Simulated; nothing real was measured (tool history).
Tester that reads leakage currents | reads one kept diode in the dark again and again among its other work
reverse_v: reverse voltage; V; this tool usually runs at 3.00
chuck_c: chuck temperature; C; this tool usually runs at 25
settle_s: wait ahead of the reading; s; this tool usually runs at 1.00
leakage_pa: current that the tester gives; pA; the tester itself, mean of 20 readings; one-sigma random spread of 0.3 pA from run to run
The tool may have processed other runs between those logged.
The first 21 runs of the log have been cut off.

run   hour  reverse_v  chuck_c  settle_s  leakage_pa
 22  473.5       3.00       25      1.63      103.25
 23  492.8       3.00       25      1.63      104.14
 24  507.0       1.41       21      4.24       54.97
 25  536.0      18.21       26      1.80      224.70
 26  554.4      18.21       26      1.80      224.94
 27  570.3       4.64       41      1.00      458.86
 28  597.5       8.29       39      1.00      480.59
 29  624.1       7.01       37      1.00      384.97
 30  640.0       8.13       46      0.30      826.42
 31  666.5       8.13       46      0.30      831.09
 32  693.1       1.60       58      0.36     1162.84
 33  718.3       3.00       30      6.59      156.08
 34  735.3       9.78       55      9.43     1741.61
 35  756.9       9.78       55      9.43     1733.41
 36  780.2       9.78       55      1.31     1737.84
 37  808.7       3.00       57      0.70     1329.50
 38  829.3       3.00       20      0.61       65.93
 39  850.1       3.00       20      0.61       65.62

Branching from run 39: 3 alternative next runs. What would each branch give?
  A  879.0       6.47       21      1.72           ?
  B  879.0       3.00       47      8.22           ?
  C  879.0       1.66       20      2.98           ?

run  leakage_pa
  A       95.78
  B      617.56
  C       52.03
Take away the tool's hidden state, keep each run's random variation, and the runs would have read:
run  leakage_pa
  A       90.35
  B      631.17
  C       51.54

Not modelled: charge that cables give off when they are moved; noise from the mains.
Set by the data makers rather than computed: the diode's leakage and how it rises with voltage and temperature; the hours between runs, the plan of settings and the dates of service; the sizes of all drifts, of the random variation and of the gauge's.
